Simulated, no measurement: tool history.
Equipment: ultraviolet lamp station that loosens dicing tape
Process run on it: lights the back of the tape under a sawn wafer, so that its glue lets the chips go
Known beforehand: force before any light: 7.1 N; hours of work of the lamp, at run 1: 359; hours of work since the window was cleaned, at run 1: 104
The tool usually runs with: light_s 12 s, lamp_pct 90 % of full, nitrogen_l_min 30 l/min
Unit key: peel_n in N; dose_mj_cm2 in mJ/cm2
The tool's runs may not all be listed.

run   hour  light_s  lamp_pct  nitrogen_l_min  hours of work of the lamp  hours of work since the window was cleaned  peel_n  dose_mj_cm2
  1      0       12        90              30                        359                                         104   0.231          409
  2   24.7       12        90              30                        374                                         119   0.226          410
  3   36.9       12        90              30                        382                                         127   0.235          411
  4   52.9       12        85              30                        391                                         137   0.256          388
  5   80.1       12        90              30                        408                                         153   0.234          406
  6  105.1       12        90              30                        423                                         168   0.225          409
  7  128.4       12        82              30                        437                                         182   0.252          375
  8    148       12        82              30                        449                                         194   0.258          374
  9  161.5       12        96              54                        457                                         202    0.19          438
 10  186.1       12        96              54                        472                                         217    0.19          438
 11  202.6        8        95              23                        482                                         227   0.514          285

Run 12 is up next; what results do you expect?
     207.4  -- window cleaned of glue's vapour
 12  224.2       17        63              26                        495                                          10       ?            ?

Run 12 came out at peel_n 0.231 N, dose_mj_cm2 408 mJ/cm2.
Minus the tool's unlogged condition, the same run would have read peel_n 0.23 N, dose_mj_cm2 408 mJ/cm2.
